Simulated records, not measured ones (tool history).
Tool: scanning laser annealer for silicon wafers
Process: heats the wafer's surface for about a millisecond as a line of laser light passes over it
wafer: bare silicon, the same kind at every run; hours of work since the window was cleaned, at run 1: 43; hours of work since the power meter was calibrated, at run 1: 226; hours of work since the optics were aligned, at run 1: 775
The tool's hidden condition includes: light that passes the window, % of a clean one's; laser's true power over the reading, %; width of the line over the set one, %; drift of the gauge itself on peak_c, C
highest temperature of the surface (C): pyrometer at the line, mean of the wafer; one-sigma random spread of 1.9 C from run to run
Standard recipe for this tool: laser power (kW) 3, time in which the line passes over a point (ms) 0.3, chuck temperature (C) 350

run   hour  laser power (kW)  time in which the line passes over a point (ms)  chuck temperature (C)  hours of work since the window was cleaned  hours of work since the power meter was calibrated  hours of work since the optics were aligned  highest temperature of the surface (C)
  1      0                 3                                              0.3                    350                                          43                                                 226                                          775                                    1176
  2    5.9                 3                                              0.3                    332                                          48                                                 230                                          780                                    1159
  3   14.3                 3                                              0.3                    360                                          54                                                 237                                          786                                    1185
  4   21.3                 3                                              0.3                    350                                          60                                                 242                                          792                                    1177
  5   28.7                 3                                            0.229                    350                                          66                                                 248                                          798                                    1059
  6   33.8                 3                                            0.229                    350                                          69                                                 252                                          802                                    1061
  7   39.4                 3                                            0.229                    350                                          74                                                 256                                          806                                    1056
  8   45.4                 3                                            0.229                    350                                          79                                                 261                                          811                                    1059
  9   54.6                 3                                            0.229                    350                                          86                                                 268                                          818                                    1056
 10   61.7                 3                                              0.3                    350                                          91                                                 273                                          823                                    1170
 11     72                 3                                              0.3                    323                                          99                                                 281                                          831                                    1143
 12   81.1                 3                                              0.3                    323                                         106                                                 289                                          838                                    1147
 13   88.1                 3                                              0.3                    323                                         112                                                 294                                          844                                    1142
 14     95                 3                                              0.3                    323                                         117                                                 299                                          849                                    1146
 15  104.5                 3                                              0.3                    323                                         124                                                 307                                          857                                    1142
 16  111.7                 3                                            0.271                    350                                         130                                                 312                                          862                                    1120
 17  117.6                 3                                              0.3                    350                                         135                                                 317                                          867                                    1170
 18    126             2.656                                              0.3                    350                                         141                                                 323                                          873                                    1073
 19    132             2.656                                              0.3                    350                                         146                                                 328                                          878                                    1071
 20  140.8             2.656                                              0.3                    350                                         153                                                 335                                          885                                    1071
 21  147.5             2.972                                            0.315                    350                                         158                                                 340                                          890                                    1181
 22    152             2.972                                            0.315                    350                                         161                                                 344                                          893                                    1180
 23  160.4             3.223                                            0.367                    364                                         168                                                 350                                          900                                    1347
 24  168.4             2.722                                            0.273                    388                                         174                                                 356                                          906                                    1088
 25  175.5             3.144                                            0.307                    360                                         180                                                 362                                          912                                    1224
 26  183.1             3.118                                              0.3                    372                                         185                                                 368                                          918                                    1213
 27  190.7             3.118                                              0.3                    372                                         191                                                 374                                          924                                    1216
 28  198.3             3.118                                              0.3                    372                                         197                                                 380                                          929                                    1214
 29  205.4             3.118                                              0.3                    372                                         203                                                 385                                          935                                    1215
 30  212.4                 3                                            0.212                    350                                         208                                                 391                                          940                                    1015
 31  223.2                 3                                            0.212                    350                                         217                                                 399                                          949                                    1014
 32  229.5              3.24                                            0.273                    350                                         222                                                 404                                          954                                    1175
 33    234             2.758                                            0.273                    377                                         225                                                 407                                          957                                    1081
     242.1  -- optics aligned, line set to its width
 34  245.5             2.758                                            0.379                    366                                         230                                                 412                                            3                                    1227
 35  252.7             3.033                                            0.328                    377                                         236                                                 418                                            8                                    1251
 36  259.4             3.033                                            0.328                    377                                         241                                                 423                                           13                                    1249
 37  266.6             2.617                                            0.282                    331                                         247                                                 429                                           19                                    1017
 38  272.3             3.277                                            0.286                    340                                         251                                                 433                                           23                                    1210
 39  282.3             3.026                                              0.3                    353                                         259                                                 441                                           31                                    1178
 40    287             3.026                                              0.3                    353                                         262                                                 445                                           35                                    1173

Hidden condition of the tool, last listed run before each entry between runs versus first listed run after:
In the gap between runs 33 and 34: optics aligned, line set to its width (hour 242.1)
  light that passes the window, % of a clean one's: 97.25 -> 97.18; width of the line over the set one, %: 4.28 -> 0.44
  the result without the hidden state subtracted from the measured one, highest temperature of the surface (C): -33 -> -25
